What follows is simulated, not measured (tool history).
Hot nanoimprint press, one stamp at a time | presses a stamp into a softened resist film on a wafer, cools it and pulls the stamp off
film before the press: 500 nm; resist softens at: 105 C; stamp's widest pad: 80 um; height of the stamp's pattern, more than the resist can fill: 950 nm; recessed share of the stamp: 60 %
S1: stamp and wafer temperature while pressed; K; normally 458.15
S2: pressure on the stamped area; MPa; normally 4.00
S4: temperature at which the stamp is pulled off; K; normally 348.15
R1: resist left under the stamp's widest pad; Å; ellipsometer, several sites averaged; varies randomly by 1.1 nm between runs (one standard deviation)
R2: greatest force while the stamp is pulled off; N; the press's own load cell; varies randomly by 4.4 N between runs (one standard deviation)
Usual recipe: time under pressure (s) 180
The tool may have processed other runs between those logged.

run 1 hour=0.0 | S1=458.15 S2=4.00 time_under_pressure_(s)=180 S4=348.15 | R1=1920 R2=303
run 2 hour=20.7 | S1=458.15 S2=4.00 time_under_pressure_(s)=180 S4=348.15 | R1=1896 R2=314
run 3 hour=61.1 | S1=458.15 S2=4.00 time_under_pressure_(s)=180 S4=348.15 | R1=1923 R2=327
run 4 hour=84.5 | S1=458.15 S2=4.00 time_under_pressure_(s)=180 S4=348.15 | R1=1906 R2=318
run 5 hour=123.1 | S1=459.15 S2=4.00 time_under_pressure_(s)=180 S4=348.15 | R1=1810 R2=336
-- hour=148.9 stamp cleaned and given a new release coat
-- hour=175.9 plate thermocouple calibrated
run 6 hour=177.5 | S1=459.15 S2=4.00 time_under_pressure_(s)=180 S4=348.15 | R1=1886 R2=219
run 7 hour=211.8 | S1=458.15 S2=4.00 time_under_pressure_(s)=180 S4=348.15 | R1=1967 R2=228
run 8 hour=248.7 | S1=458.15 S2=4.00 time_under_pressure_(s)=180 S4=348.15 | R1=1962 R2=242
run 9 hour=278.0 | S1=458.15 S2=4.00 time_under_pressure_(s)=180 S4=348.15 | R1=1962 R2=250
run 10 hour=312.6 | S1=458.15 S2=4.00 time_under_pressure_(s)=180 S4=348.15 | R1=1959 R2=250
run 11 hour=352.9 | S1=458.15 S2=4.00 time_under_pressure_(s)=180 S4=348.15 | R1=1923 R2=257
run 12 hour=393.5 | S1=458.15 S2=4.00 time_under_pressure_(s)=180 S4=348.15 | R1=1933 R2=272
run 13 hour=423.1 | S1=458.15 S2=4.00 time_under_pressure_(s)=180 S4=348.15 | R1=1933 R2=274
run 14 hour=455.0 | S1=458.15 S2=4.00 time_under_pressure_(s)=180 S4=348.15 | R1=1933 R2=282
run 15 hour=491.4 | S1=458.15 S2=4.00 time_under_pressure_(s)=180 S4=348.15 | R1=1944 R2=293
run 16 hour=533.9 | S1=458.15 S2=4.00 time_under_pressure_(s)=180 S4=355.15 | R1=1923 R2=262
run 17 hour=552.5 | S1=458.15 S2=5.15 time_under_pressure_(s)=316 S4=338.15 | R1=1369 R2=372
run 18 hour=596.7 | S1=458.15 S2=4.00 time_under_pressure_(s)=253 S4=348.15 | R1=1672 R2=319
-- hour=612.2 press's hydraulic seals changed and the load cell set to zero
run 19 hour=628.7 | S1=452.15 S2=5.13 time_under_pressure_(s)=120 S4=348.15 | R1=2420 R2=332
run 20 hour=656.5 | S1=452.15 S2=5.13 time_under_pressure_(s)=120 S4=348.15 | R1=2420 R2=339
-- hour=682.6 stamp cleaned and given a new release coat
run 21 hour=688.9 | S1=469.15 S2=4.04 time_under_pressure_(s)=120 S4=348.15 | R1=1449 R2=215
run 22 hour=729.0 | S1=458.15 S2=4.00 time_under_pressure_(s)=180 S4=351.15 | R1=1828 R2=211
-- hour=737.8 plate thermocouple calibrated
run 23 hour=763.8 | S1=461.15 S2=4.00 time_under_pressure_(s)=180 S4=348.15 | R1=1727 R2=233
run 24 hour=806.2 | S1=461.15 S2=3.17 time_under_pressure_(s)=339 S4=348.15 | R1=1446 R2=241
run 25 hour=827.6 | S1=461.15 S2=3.19 time_under_pressure_(s)=141 S4=348.15 | R1=2110 R2=249
run 26 hour=856.8 | S1=456.15 S2=4.28 time_under_pressure_(s)=302 S4=348.15 | R1=1606 R2=249
run 27 hour=875.4 | S1=465.15 S2=4.28 time_under_pressure_(s)=215 S4=338.15 | R1=1326 R2=318
run 28 hour=918.3 | S1=465.15 S2=4.28 time_under_pressure_(s)=215 S4=354.15 | R1=1308 R2=231
run 29 hour=946.1 | S1=465.15 S2=4.28 time_under_pressure_(s)=215 S4=354.15 | R1=1325 R2=245

Below, some changes in R1 between adjacent runs. For each, the amount present without the hidden state too (settings, incoming material, random variation) and the amount remaining for the hidden state with gauge scatter not shared by both compared results:
Hidden state at play: true temperature over the reading, C; pressure that arrives at the usual setting, %; grip of the stamp's worn release coat, % over a new coat's; drift of the gauge itself on residual_nm, %; drift of the gauge itself on pull_off_n, %.
Run 18 -> 19: S1 458.15 -> 452.15, S2 4.00 -> 5.13, time under pressure (s) 253 -> 120, press's hydraulic seals changed and the load cell set to zero. R1 +748 Å: hidden state -108, all else +856.
Run 20 -> 21: S1 452.15 -> 469.15, S2 5.13 -> 4.04, stamp cleaned and given a new release coat. R1 -971 Å: hidden state +49, all else -1020.
Run 22 -> 23: S1 458.15 -> 461.15, S4 351.15 -> 348.15, plate thermocouple calibrated. R1 -101 Å: hidden state +108, all else -209.
